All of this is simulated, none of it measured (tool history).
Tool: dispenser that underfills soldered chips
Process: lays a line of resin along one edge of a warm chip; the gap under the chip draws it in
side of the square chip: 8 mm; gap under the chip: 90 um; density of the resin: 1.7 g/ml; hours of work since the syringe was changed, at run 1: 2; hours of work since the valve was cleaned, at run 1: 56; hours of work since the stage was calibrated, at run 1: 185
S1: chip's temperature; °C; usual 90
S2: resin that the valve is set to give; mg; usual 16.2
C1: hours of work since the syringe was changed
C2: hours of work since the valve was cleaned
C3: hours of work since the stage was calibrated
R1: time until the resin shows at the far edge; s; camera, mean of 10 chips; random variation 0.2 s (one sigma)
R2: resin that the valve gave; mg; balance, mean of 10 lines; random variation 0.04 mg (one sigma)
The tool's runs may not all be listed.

Run 1, hour 0.0: usual settings; C1 2; C2 56; C3 185. Result: R1 9.2 s, R2 15.77 mg.
At hour 6.3: new syringe of resin.
Run 2, hour 7.1: usual settings but S2 13.9 mg; C1 1; C2 61; C3 191. Result: R1 9.4 s, R2 13.45 mg.
At hour 9.2: dispensing valve cleaned and set on the balance.
Run 3, hour 15.3: usual settings but S2 13.9 mg; C1 6; C2 5; C3 196. Result: R1 10.8 s, R2 13.84 mg.
At hour 16.5: new syringe of resin.
Run 4, hour 22.1: usual settings but S2 14.1 mg; C1 4; C2 10; C3 201. Result: R1 10.6 s, R2 14.04 mg.
At hour 25.4: new syringe of resin.
Run 5, hour 28.7: usual settings but S1 81 °C; C1 2; C2 14; C3 206. Result: R1 13.5 s, R2 16.13 mg.
At hour 34.4: new syringe of resin.
Run 6, hour 35.9: usual settings but S1 81 °C; C1 1; C2 20; C3 211. Result: R1 12.9 s, R2 15.99 mg.
Run 7, hour 40.3: usual settings but S2 17.4 mg; C1 4; C2 23; C3 214. Result: R1 10.4 s, R2 17.23 mg.
At hour 43.3: new syringe of resin.
Run 8, hour 44.4: usual settings but S2 17.4 mg; C1 1; C2 26; C3 217. Result: R1 9.3 s, R2 17.14 mg.
Run 9, hour 51.2: usual settings but S2 17.4 mg; C1 6; C2 31; C3 222. Result: R1 10.6 s, R2 17.14 mg.
At hour 52.2: new syringe of resin.
Run 10, hour 57.0: usual settings but S2 17.4 mg; C1 4; C2 35; C3 227. Result: R1 9.7 s, R2 17.05 mg.
At hour 61.3: new syringe of resin.
Run 11, hour 64.2: usual settings but S2 19.1 mg; C1 2; C2 40; C3 232. Result: R1 9.4 s, R2 18.71 mg.
At hour 70.1: new syringe of resin.
Run 12, hour 70.8: usual settings but S2 14.2 mg; C1 1; C2 45; C3 237. Result: R1 9.3 s, R2 13.91 mg.
Run 13, hour 76.5: usual settings but S1 88 °C, S2 19.4 mg; C1 5; C2 49; C3 241. Result: R1 11.2 s, R2 18.91 mg.
At hour 79.0: new syringe of resin.
Run 14, hour 82.8: usual settings but S1 88 °C, S2 19.4 mg; C1 3; C2 54; C3 245. Result: R1 10.1 s, R2 18.80 mg.
At hour 88.1: new syringe of resin.
Run 15, hour 89.2: usual settings but S1 88 °C, S2 14.6 mg; C1 1; C2 59; C3 250. Result: R1 10.0 s, R2 14.24 mg.
At hour 95.4: dispensing valve cleaned and set on the balance.
Run 16, hour 95.9: usual settings but S1 92 °C, S2 18.0 mg; C1 5; C2 0; C3 254. Result: R1 9.6 s, R2 17.86 mg.
At hour 98.3: new syringe of resin.
Run 17, hour 101.6: usual settings but S1 93 °C, S2 18.0 mg; C1 2; C2 4; C3 258. Result: R1 8.6 s, R2 18.05 mg.
At hour 107.4: new syringe of resin.
Run 18, hour 109.2: usual settings but S1 99 °C, S2 17.2 mg; C1 1; C2 10; C3 264. Result: R1 6.5 s, R2 17.06 mg.
Run 19, hour 112.6: usual settings but S1 75 °C, S2 15.4 mg; C1 4; C2 13; C3 267. Result: R1 17.3 s, R2 15.30 mg.
At hour 116.3: new syringe of resin.
Run 20, hour 118.7: usual settings but S2 18.7 mg; C1 2; C2 17; C3 271. Result: R1 9.5 s, R2 18.63 mg.
At hour 125.2: new syringe of resin.
Run 21, hour 126.3: usual settings but S1 83 °C, S2 15.8 mg; C1 1; C2 23; C3 276. Result: R1 11.6 s, R2 15.66 mg.
Run 22, hour 131.4: usual settings but S1 87 °C, S2 14.8 mg; C1 5; C2 26; C3 280. Result: R1 11.3 s, R2 14.58 mg.
At hour 134.0: new syringe of resin.
Run 23, hour 136.8: usual settings but S1 95 °C, S2 14.0 mg; C1 2; C2 30; C3 284. Result: R1 7.9 s, R2 13.79 mg.

Forecast each of these 5 alternatives for the next run:
At hour 143.2: new syringe of resin.
Run A, hour 144.4: usual settings but S1 95 °C, S2 20.1 mg; C1 1; C2 36; C3 290. Result: R1 ?, R2 ?.
At hour 143.2: new syringe of resin.
Run B, hour 144.4: usual settings but S1 91 °C, S2 14.2 mg; C1 1; C2 36; C3 290. Result: R1 ?, R2 ?.
At hour 143.2: new syringe of resin.
Run C, hour 144.4: usual settings but S1 104 °C, S2 18.3 mg; C1 1; C2 36; C3 290. Result: R1 ?, R2 ?.
At hour 143.2: new syringe of resin.
Run D, hour 144.4: usual settings but S1 83 °C, S2 14.0 mg; C1 1; C2 36; C3 290. Result: R1 ?, R2 ?.
At hour 143.2: new syringe of resin.
Run E, hour 144.4: usual settings but S1 101 °C, S2 14.6 mg; C1 1; C2 36; C3 290. Result: R1 ?, R2 ?.

run    R1     R2
  A   7.7  19.78
  B   9.5  13.95
  C   6.0  17.97
  D  12.0  13.70
  E   6.8  14.33
Without the tool's hidden state the same runs would have given:
run    R1     R2
  A   7.7  20.14
  B   9.5  14.21
  C   6.0  18.29
  D  12.0  13.95
  E   6.8  14.59
